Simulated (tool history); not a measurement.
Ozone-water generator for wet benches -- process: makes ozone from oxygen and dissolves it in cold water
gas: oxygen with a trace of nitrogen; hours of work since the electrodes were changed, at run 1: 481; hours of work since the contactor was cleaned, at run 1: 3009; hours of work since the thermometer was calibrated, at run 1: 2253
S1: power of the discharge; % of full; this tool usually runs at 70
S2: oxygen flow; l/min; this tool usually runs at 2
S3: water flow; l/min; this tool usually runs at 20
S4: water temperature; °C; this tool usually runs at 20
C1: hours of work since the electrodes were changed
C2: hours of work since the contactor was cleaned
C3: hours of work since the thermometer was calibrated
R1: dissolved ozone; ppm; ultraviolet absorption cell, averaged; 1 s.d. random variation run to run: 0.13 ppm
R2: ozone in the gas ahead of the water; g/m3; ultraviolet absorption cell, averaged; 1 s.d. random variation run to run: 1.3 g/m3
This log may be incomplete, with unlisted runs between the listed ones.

run,day,S1,S2,S3,S4,C1,C2,C3,R1,R2
1,0,70,2,20,20,481,3009,2253,14.3,239.8
2,2.612,70,2,20,20,520,3048,2291,14.3,240.4
3,5.733,70,2,25,20,566,3094,2337,11.5,239.7
4,7.85,70,1.01,25,20,598,3125,2369,8.6,317.4
5,10.033,70,1.01,25,20,630,3158,2401,8.9,315.9
6,13.704,70,1.01,25,20,684,3212,2456,8.5,317.9
7,17.912,70,1.43,25,20,747,3274,2518,10,270.1
8,22.788,70,1.43,25,20,819,3347,2590,10.3,272.7
9,25.9,70,2,20,19,865,3393,2636,14.5,233.5
10,29.804,70,2,20,19,923,3450,2694,14.5,235.4
11,33.967,70,2,20,19,985,3512,2756,14.4,234.9
12,37.554,70,2,20,20,1038,3565,2809,14.6,233.4
13,42.504,70,2,20,15,1111,3639,2882,15.2,234.5
14,47.471,70,2,20,15,1185,3712,2956,14.8,233.8
15,51.375,73,2,20,15,1242,3770,3014,15.3,242.3
16,54.925,73,2,20,15,1295,3823,3066,15.8,244
17,60.117,76,2,20,24,1372,3900,3143,14.9,254
18,64.271,70,2,32,20,1434,3961,3205,9.3,234.9
19,68,70,2,32,20,1489,4016,3260,9,234.3
20,72.129,70,2,32,20,1550,4078,3321,9.3,234.2
21,75.838,70,1.44,20,14,1605,4133,3376,13.3,266.1

Expected results for the next run?
22,81.071,77,1.21,25,22,1682,4210,3454,?,?

R1: 10.4 ppm
R2: 314 g/m3
On a tool with no hidden condition, and with the same random variation, this run would have come out at R1 10.4 ppm, R2 321.6 g/m3.

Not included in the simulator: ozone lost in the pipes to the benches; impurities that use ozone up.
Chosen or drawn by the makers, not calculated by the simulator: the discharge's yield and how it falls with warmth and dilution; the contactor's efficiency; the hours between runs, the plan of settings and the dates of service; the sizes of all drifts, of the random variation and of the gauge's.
